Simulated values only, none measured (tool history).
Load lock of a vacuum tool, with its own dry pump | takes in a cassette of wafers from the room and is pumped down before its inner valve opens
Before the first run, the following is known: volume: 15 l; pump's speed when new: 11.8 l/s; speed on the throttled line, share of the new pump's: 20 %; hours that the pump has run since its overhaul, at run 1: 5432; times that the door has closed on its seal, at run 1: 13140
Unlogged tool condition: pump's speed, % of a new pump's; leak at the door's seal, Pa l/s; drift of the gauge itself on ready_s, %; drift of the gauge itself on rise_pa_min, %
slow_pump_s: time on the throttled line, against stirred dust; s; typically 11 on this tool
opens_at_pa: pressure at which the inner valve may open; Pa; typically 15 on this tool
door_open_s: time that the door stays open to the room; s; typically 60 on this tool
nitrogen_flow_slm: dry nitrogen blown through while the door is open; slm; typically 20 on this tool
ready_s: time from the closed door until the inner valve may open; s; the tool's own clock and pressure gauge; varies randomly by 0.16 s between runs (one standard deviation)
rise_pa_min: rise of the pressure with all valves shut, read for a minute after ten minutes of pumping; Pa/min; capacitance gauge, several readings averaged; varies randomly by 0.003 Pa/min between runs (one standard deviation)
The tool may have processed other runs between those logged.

run,hour,slow_pump_s,opens_at_pa,door_open_s,nitrogen_flow_slm,hours that the pump has run since its overhaul,times that the door has closed on its seal,"incoming humidity of the room's air, %",ready_s,rise_pa_min
1,0.0,11,15,60,20,5432,13140,43.5,20.1,0.049
2,320.2,11,19,60,20,5753,13898,45.7,19.9,0.049
3,822.1,11,19,60,20,6255,15085,45.2,19.8,0.046
4,1162.1,11,15,60,20,6595,15889,41.9,20.2,0.046
5,1644.3,11,12,60,20,7077,17030,44.9,20.4,0.048
6,1986.9,11,12,60,20,7419,17840,47.6,20.1,0.049
7,2610.3,11,12,60,20,8043,19315,46.1,20.5,0.050
8,3303.3,11,12,60,20,8736,20954,44.5,20.7,0.049
9,3848.9,11,12,60,20,9281,22245,45.6,20.3,0.046
10,4339.8,11,12,60,20,9772,23406,46.0,20.4,0.048
11,4979.3,11,12,60,20,10412,24918,46.3,20.5,0.053
12,5315.9,11,12,60,20,10748,25715,43.7,20.6,0.044
13,5913.7,11,12,60,20,11346,27129,47.2,20.6,0.047
14,6420.9,11,12,60,20,11853,28329,42.7,20.1,0.045
# hour 6734.6: door's seal changed, seat wiped
15,6734.6,19,15,60,20,12166,0,44.8,26.3,0.042
16,7312.5,19,15,60,20,12743,1367,45.4,26.6,0.044
17,7624.5,19,15,60,20,13055,2105,44.0,26.6,0.046
18,8193.9,19,15,60,20,13625,3452,46.5,26.3,0.048
19,8763.7,19,15,60,20,14195,4800,46.8,26.6,0.046
20,9160.5,8,15,89,9,14592,5739,44.4,17.7,0.069
21,9463.7,7,15,60,7,14895,6456,44.5,16.6,0.059
22,9954.5,9,15,36,7,15385,7617,45.3,18.4,0.044
23,10266.9,15,22,66,4,15698,8356,47.6,22.6,0.070
24,10836.1,15,22,66,4,16267,9702,44.5,22.8,0.067
25,11301.1,6,12,66,4,16732,10802,44.1,16.3,0.066
26,11595.8,6,12,66,4,17027,11499,44.2,16.1,0.062
27,12258.0,6,12,66,4,17689,13065,45.9,16.3,0.061
28,12986.4,6,12,66,4,18417,14788,47.1,16.4,0.061
29,13334.7,11,14,66,22,18766,15612,45.3,19.9,0.050
30,13732.9,11,14,66,22,19164,16554,47.0,20.1,0.052
31,14154.6,21,19,33,14,19586,17552,42.8,27.7,0.035
32,14869.4,21,28,67,14,20300,19242,42.6,27.3,0.053
33,15573.1,21,28,182,10,21004,20907,44.8,27.2,0.109
34,16153.6,11,15,30,29,21585,22280,46.9,20.2,0.030
35,16522.5,21,16,109,27,21953,23153,46.4,27.9,0.064
36,17105.8,10,28,109,11,22537,24533,43.9,18.4,0.077
37,17563.7,10,28,109,11,22995,25616,45.0,18.5,0.076

Entry by entry between the runs, the difference in hidden state between the last listed run before and the first listed run after:
Runs 14 to 15: door's seal changed, seat wiped (hour 6734.6)
  leak at the door's seal, Pa l/s: 0.0023 -> 0.002
